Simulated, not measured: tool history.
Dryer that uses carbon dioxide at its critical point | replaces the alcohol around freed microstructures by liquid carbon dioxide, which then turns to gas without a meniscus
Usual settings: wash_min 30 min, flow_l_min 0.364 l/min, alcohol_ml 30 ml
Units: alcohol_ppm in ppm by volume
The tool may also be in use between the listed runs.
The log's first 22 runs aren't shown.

| run | day | wash_min | flow_l_min | alcohol_ml | alcohol_ppm |
|---|---|---|---|---|---|
| 23 | 22.975 | 21 | 0.364 | 30 | 608 |
| 24 | 24.388 | 21 | 0.364 | 30 | 623 |
| 25 | 25.371 | 30 | 0.219 | 36 | 1021 |
| 26 | 26.225 | 30 | 0.219 | 36 | 1069 |
| 27 | 27.354 | 30 | 0.482 | 81 | 253 |
| 28 | 28.121 | 30 | 0.244 | 21 | 546 |
| 29 | 29.033 | 36 | 0.451 | 87 | 226 |
| 30 | 29.896 | 30 | 0.262 | 30 | 589 |
| 31 | 31.162 | 30 | 0.233 | 96 | 2165 |
| 32 | 31.783 | 30 | 0.369 | 30 | 303 |
| 33 | 32.746 | 30 | 0.369 | 30 | 317 |
| 34 | 33.375 | 35 | 0.364 | 30 | 256 |
| 35 | 34.812 | 35 | 0.364 | 30 | 272 |
| 36 | 35.621 | 35 | 0.364 | 30 | 266 |
| 37 | 36.821 | 35 | 0.364 | 30 | 270 |
| 38 | 37.633 | 30 | 0.261 | 87 | 1483 |
| 39 | 39.079 | 30 | 0.232 | 30 | 875 |
| 40 | 39.962 | 33 | 0.432 | 40 | 256 |
| 41 | 41.421 | 43 | 0.370 | 41 | 250 |
| 42 | 42.771 | 35 | 0.417 | 25 | 246 |
| 43 | 43.367 | 35 | 0.417 | 25 | 250 |
| 44 | 44.729 | 22 | 0.436 | 52 | 609 |
| 45 | 45.438 | 27 | 0.524 | 74 | 322 |
| 46 | 46.812 | 42 | 0.386 | 85 | 280 |
| 47 | 47.858 | 40 | 0.259 | 77 | 629 |

4 ways to go on from here, each from the tool as it stands after run 47. What would each give?
|  | 48.433 | inlet filter changed |
| A | 48.550 | 40 | 0.525 | 77 | ? |
|  | 48.433 | inlet filter changed |
| B | 48.550 | 30 | 0.364 | 66 | ? |
|  | 48.433 | inlet filter changed |
| C | 48.550 | 40 | 0.537 | 48 | ? |
|  | 48.433 | inlet filter changed |
| D | 48.550 | 38 | 0.523 | 42 | ? |

| run | alcohol_ppm |
|---|---|
| A | 253 |
| B | 432 |
| C | 250 |
| D | 248 |
Without the tool's hidden state the same runs would have given:
| run | alcohol_ppm |
|---|---|
| A | 9 |
| B | 182 |
| C | 8 |
| D | 7 |
